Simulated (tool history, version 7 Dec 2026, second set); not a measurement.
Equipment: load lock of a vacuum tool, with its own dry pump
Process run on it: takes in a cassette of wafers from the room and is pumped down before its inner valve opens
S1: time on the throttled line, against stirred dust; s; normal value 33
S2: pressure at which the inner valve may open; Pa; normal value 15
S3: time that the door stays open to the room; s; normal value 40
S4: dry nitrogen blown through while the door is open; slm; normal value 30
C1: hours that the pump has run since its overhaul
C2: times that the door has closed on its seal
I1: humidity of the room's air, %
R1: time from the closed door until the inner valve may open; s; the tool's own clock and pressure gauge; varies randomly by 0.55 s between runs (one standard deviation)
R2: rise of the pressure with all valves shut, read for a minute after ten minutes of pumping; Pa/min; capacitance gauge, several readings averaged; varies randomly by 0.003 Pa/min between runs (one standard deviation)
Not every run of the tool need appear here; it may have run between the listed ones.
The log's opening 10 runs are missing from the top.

run 11 day=115.504 | S1=33 S2=19 S3=40 S4=30 | C1=6013 C2=24450 | I1=49.5 | R1=74.9 R2=0.011
run 12 day=121.862 | S1=33 S2=19 S3=40 S4=30 | C1=6166 C2=24752 | I1=47.2 | R1=75 R2=0.018
run 13 day=133.008 | S1=33 S2=11 S3=40 S4=30 | C1=6433 C2=25282 | I1=46.5 | R1=78.5 R2=0.013
run 14 day=144.612 | S1=33 S2=11 S3=40 S4=30 | C1=6712 C2=25833 | I1=47.4 | R1=78.7 R2=0.014
run 15 day=154.029 | S1=33 S2=11 S3=40 S4=30 | C1=6938 C2=26280 | I1=43.1 | R1=79 R2=0.015
run 16 day=167.479 | S1=33 S2=11 S3=40 S4=30 | C1=7261 C2=26919 | I1=44.9 | R1=78 R2=0.014
run 17 day=177.433 | S1=33 S2=11 S3=40 S4=30 | C1=7499 C2=27392 | I1=46.6 | R1=78.4 R2=0.018
run 18 day=185.796 | S1=33 S2=15 S3=40 S4=30 | C1=7700 C2=27789 | I1=44.9 | R1=76.5 R2=0.015
run 19 day=192.858 | S1=33 S2=15 S3=40 S4=30 | C1=7870 C2=28125 | I1=46.8 | R1=76.7 R2=0.015
run 20 day=206.017 | S1=33 S2=12 S3=149 S4=30 | C1=8185 C2=28750 | I1=45.2 | R1=78.4 R2=0.024
run 21 day=221.196 | S1=33 S2=12 S3=149 S4=30 | C1=8550 C2=29471 | I1=41.1 | R1=78.4 R2=0.02
run 22 day=234.6 | S1=29 S2=13 S3=40 S4=7 | C1=8871 C2=30107 | I1=44.3 | R1=74.6 R2=0.027
run 23 day=245.483 | S1=29 S2=13 S3=40 S4=7 | C1=9133 C2=30624 | I1=43 | R1=75 R2=0.026
run 24 day=252.579 | S1=38 S2=15 S3=40 S4=30 | C1=9303 C2=30961 | I1=43.9 | R1=80.8 R2=0.016
run 25 day=261.658 | S1=33 S2=15 S3=27 S4=4 | C1=9521 C2=31393 | I1=46 | R1=76.7 R2=0.019
run 26 day=273.267 | S1=33 S2=15 S3=27 S4=4 | C1=9799 C2=31944 | I1=44 | R1=76.8 R2=0.016
run 27 day=282.429 | S1=33 S2=22 S3=40 S4=19 | C1=10019 C2=32379 | I1=47.4 | R1=75.5 R2=0.021
run 28 day=293.85 | S1=33 S2=10 S3=42 S4=30 | C1=10293 C2=32922 | I1=46.2 | R1=79.3 R2=0.016

The next listed run, before its measurement:
run 29 day=301.9 | S1=33 S2=26 S3=42 S4=31 | C1=10487 C2=33304 | I1=42.1 | R1=? R2=?

R1: 72.9 s
R2: 0.02 Pa/min
Without the tool's hidden state the same run would have given R1 72.8 s, R2 0.02 Pa/min.

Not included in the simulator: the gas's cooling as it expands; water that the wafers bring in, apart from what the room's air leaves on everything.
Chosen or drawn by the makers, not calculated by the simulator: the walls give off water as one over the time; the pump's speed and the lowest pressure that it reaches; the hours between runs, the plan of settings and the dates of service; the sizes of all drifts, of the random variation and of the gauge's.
